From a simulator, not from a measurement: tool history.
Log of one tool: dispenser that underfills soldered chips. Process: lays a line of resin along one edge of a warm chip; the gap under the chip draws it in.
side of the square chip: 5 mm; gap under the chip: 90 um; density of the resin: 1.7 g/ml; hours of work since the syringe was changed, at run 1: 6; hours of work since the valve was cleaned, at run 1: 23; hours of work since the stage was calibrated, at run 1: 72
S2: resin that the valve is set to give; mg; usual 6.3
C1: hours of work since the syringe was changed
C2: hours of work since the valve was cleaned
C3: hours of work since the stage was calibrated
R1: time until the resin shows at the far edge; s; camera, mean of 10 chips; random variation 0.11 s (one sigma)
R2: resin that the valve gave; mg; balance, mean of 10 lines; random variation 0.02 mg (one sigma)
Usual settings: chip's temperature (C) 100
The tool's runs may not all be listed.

Run 1, hour 0: usual settings; C1 6; C2 23; C3 72. Result: R1 5.5 s, R2 6.27 mg.
At hour 3.9: new syringe of resin.
Run 2, hour 8.1: usual settings; C1 3; C2 29; C3 78. Result: R1 4.6 s, R2 6.25 mg.
At hour 15.1: new syringe of resin.
Run 3, hour 15.9: usual settings but S2 6.6 mg; C1 1; C2 35; C3 84. Result: R1 4.6 s, R2 6.5 mg.
At hour 26.4: new syringe of resin.
Run 4, hour 28.5: usual settings but chip's temperature (C) 106; C1 2; C2 45; C3 94. Result: R1 3.5 s, R2 6.19 mg.
At hour 37.5: new syringe of resin.
Run 5, hour 39.1: usual settings but chip's temperature (C) 106; C1 1; C2 53; C3 102. Result: R1 3.4 s, R2 6.19 mg.
At hour 49.5: new syringe of resin.
Run 6, hour 51.6: usual settings but chip's temperature (C) 93; C1 2; C2 62; C3 111. Result: R1 6.2 s, R2 6.18 mg.
At hour 60.6: new syringe of resin.
Run 7, hour 62.2: usual settings but chip's temperature (C) 93; C1 1; C2 71; C3 120. Result: R1 6.2 s, R2 6.13 mg.
At hour 72.1: new syringe of resin.
Run 8, hour 73.5: usual settings but chip's temperature (C) 93; C1 1; C2 79; C3 128. Result: R1 6.3 s, R2 6.13 mg.
Run 9, hour 80.9: usual settings; C1 7; C2 85; C3 134. Result: R1 5.6 s, R2 6.09 mg.
At hour 83.6: new syringe of resin.
Run 10, hour 91.7: usual settings; C1 6; C2 93; C3 142. Result: R1 5.4 s, R2 6.1 mg.
At hour 94.7: new syringe of resin.
Run 11, hour 98.4: usual settings; C1 3; C2 98; C3 147. Result: R1 4.5 s, R2 6.08 mg.
Run 12, hour 105.1: usual settings; C1 8; C2 104; C3 153. Result: R1 5.6 s, R2 6.06 mg.
At hour 106.1: new syringe of resin.
Run 13, hour 116.6: usual settings; C1 8; C2 113; C3 161. Result: R1 5.6 s, R2 6.07 mg.
At hour 117.9: new syringe of resin.
Run 14, hour 127.7: usual settings; C1 8; C2 121; C3 170. Result: R1 5.5 s, R2 6.02 mg.
At hour 129.2: new syringe of resin.
Run 15, hour 138.4: usual settings; C1 7; C2 129; C3 178. Result: R1 5.6 s, R2 6.03 mg.
At hour 140.2: new syringe of resin.
Run 16, hour 149.8: usual settings but chip's temperature (C) 98, S2 5.97 mg; C1 8; C2 138; C3 187. Result: R1 6 s, R2 5.68 mg.
At hour 151.7: new syringe of resin.
Run 17, hour 155.4: usual settings but chip's temperature (C) 102, S2 5.5 mg; C1 3; C2 142; C3 191. Result: R1 4.4 s, R2 5.22 mg.
At hour 162.3: dispensing valve cleaned and set on the balance.
Run 18, hour 163.3: usual settings but chip's temperature (C) 102, S2 5.73 mg; C1 8; C2 1; C3 197. Result: R1 5.1 s, R2 5.73 mg.
At hour 164.4: new syringe of resin.
Run 19, hour 169.8: usual settings but chip's temperature (C) 113; C1 4; C2 6; C3 201. Result: R1 2.9 s, R2 6.29 mg.
At hour 176.2: new syringe of resin.
Run 20, hour 182: usual settings but chip's temperature (C) 109, S2 5.64 mg; C1 5; C2 15; C3 211. Result: R1 3.4 s, R2 5.62 mg.
At hour 187.4: new syringe of resin.
Run 21, hour 190.5: usual settings but chip's temperature (C) 109, S2 5.64 mg; C1 2; C2 22; C3 217. Result: R1 3.1 s, R2 5.6 mg.
At hour 199.2: new syringe of resin.
Run 22, hour 203.2: usual settings but chip's temperature (C) 109, S2 6.94 mg; C1 3; C2 31; C3 227. Result: R1 3.2 s, R2 6.86 mg.
Run 23, hour 209.9: usual settings but chip's temperature (C) 101, S2 7.76 mg; C1 8; C2 37; C3 232. Result: R1 5.4 s, R2 7.65 mg.
At hour 211.1: new syringe of resin.
Run 24, hour 217.1: usual settings but chip's temperature (C) 97, S2 7.76 mg; C1 5; C2 42; C3 238. Result: R1 5.6 s, R2 7.65 mg.
At hour 222.4: new syringe of resin.
Run 25, hour 222.6: usual settings but chip's temperature (C) 110, S2 6 mg; C1 0; C2 46; C3 242. Result: R1 3 s, R2 5.89 mg.
Run 26, hour 231.2: usual settings but chip's temperature (C) 92, S2 6.57 mg; C1 7; C2 53; C3 249. Result: R1 7.5 s, R2 6.46 mg.
At hour 233.5: new syringe of resin.
Run 27, hour 240.4: usual settings but chip's temperature (C) 111, S2 8.17 mg; C1 5; C2 60; C3 256. Result: R1 3.3 s, R2 7.98 mg.

Measured less the same run without the tool's hidden state. The same run-to-run variation is in both; the gauge's scatter may not be:
The hidden state here: resin's viscosity, % of fresh resin's; dose that the valve gives, % of what is set; true chip temperature over the reading, C; drift of the gauge itself on fill_s, %; drift of the gauge itself on given_mg, %.
run    R1     R2
  1    +1  -0.05
  2  +0.4  -0.07
  3  +0.1  -0.09
  4  +0.3   -0.1
  5    +0  -0.13
  6  +0.3  -0.14
  7  +0.2  -0.16
  8  +0.1  -0.19
  9  +1.1  -0.19
 10    +1  -0.21
 11  +0.3  -0.22
 12  +1.3  -0.24
 13  +1.3  -0.25
 14  +1.1  -0.27
 15  +1.2  -0.29
 16  +1.3  -0.29
 17  +0.3  -0.28
 18  +1.2     +0
 19  +0.3  -0.01
 20  +0.5  -0.03
 21  +0.2  -0.04
 22  +0.3  -0.08
 23  +1.2  -0.11
 24  +0.6  -0.12
 25  -0.1   -0.1
 26  +1.4  -0.13
 27  +0.5  -0.18
